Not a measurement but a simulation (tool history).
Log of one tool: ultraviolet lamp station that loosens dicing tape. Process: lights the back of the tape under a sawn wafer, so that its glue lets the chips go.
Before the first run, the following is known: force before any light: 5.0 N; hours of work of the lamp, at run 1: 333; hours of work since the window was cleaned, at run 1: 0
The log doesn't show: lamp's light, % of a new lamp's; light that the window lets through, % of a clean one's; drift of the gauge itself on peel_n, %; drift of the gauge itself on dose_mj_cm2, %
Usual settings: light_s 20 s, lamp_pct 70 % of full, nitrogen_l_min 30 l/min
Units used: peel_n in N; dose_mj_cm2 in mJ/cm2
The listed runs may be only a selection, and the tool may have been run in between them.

run	hour	light_s	lamp_pct	nitrogen_l_min	hours of work of the lamp	hours of work since the window was cleaned	peel_n	dose_mj_cm2
1	0.0	20	70	30	333	0	0.880	252
2	42.5	20	70	30	359	25	0.936	243
3	84.1	20	70	30	384	50	0.945	243
4	123.5	20	70	49	407	73	0.804	237
5	166.8	20	70	30	433	99	1.028	233
6	195.9	20	68	30	450	117	1.095	222
7	229.3	20	70	49	470	136	0.886	223
8	264.6	20	70	49	491	157	0.898	214
9	296.0	20	70	19	510	176	1.336	213
10	321.4	20	70	30	525	191	1.173	208
11	360.7	20	70	30	548	215	1.216	208
12	403.1	20	70	30	573	240	1.228	199
13	449.2	20	70	30	601	267	1.311	199
14	502.2	20	70	45	632	299	1.168	193
15	534.8	13	70	30	652	318	2.070	118
16	575.3	19	70	30	676	342	1.501	173
17	613.4	19	70	30	698	365	1.515	170
18	636.5	16	70	30	712	379	1.846	140
19	684.4	16	70	30	741	407	1.887	133
# hour 695.7: lamp changed
20	730.9	34	80	11	21	434	0.474	514
21	755.6	20	78	11	36	449	1.185	288
# hour 759.1: window cleaned of glue's vapour
22	790.9	17	79	32	56	19	0.915	244
23	823.5	20	89	12	76	38	1.054	316
24	871.4	20	89	12	104	67	1.006	309
25	897.1	20	89	12	119	82	1.087	305
26	940.1	30	70	25	145	108	0.556	352
27	986.2	36	69	17	172	135	0.561	405
# hour 1018.0: window cleaned of glue's vapour, once more
28	1023.1	36	69	17	194	3	0.393	492
29	1063.3	29	69	17	218	27	0.605	384
30	1113.5	29	69	17	248	57	0.635	374
31	1163.5	16	78	46	278	87	0.878	226
32	1196.8	16	78	46	297	106	0.887	222
33	1244.3	13	78	12	326	135	1.971	181
34	1277.3	22	64	12	345	154	1.409	246
35	1324.4	22	64	12	373	182	1.521	236
36	1355.0	22	64	12	392	200	1.529	231
37	1392.9	22	64	12	414	223	1.535	228
38	1422.4	22	64	12	432	241	1.539	220

Below are 4 alternative next runs, each starting from the tool's condition after run 38. Predict each:
A	1463.3	31	81	12	456	265	?	?
B	1463.3	15	93	16	456	265	?	?
C	1463.3	20	70	32	456	265	?	?
D	1463.3	27	70	30	456	265	?	?

run	peel_n	dose_mj_cm2
A	0.720	387
B	1.532	217
C	1.082	216
D	0.714	292
Take away the tool's hidden state, keep each run's random variation, and the runs would have read:
run	peel_n	dose_mj_cm2
A	0.387	548
B	0.960	307
C	0.623	306
D	0.384	412
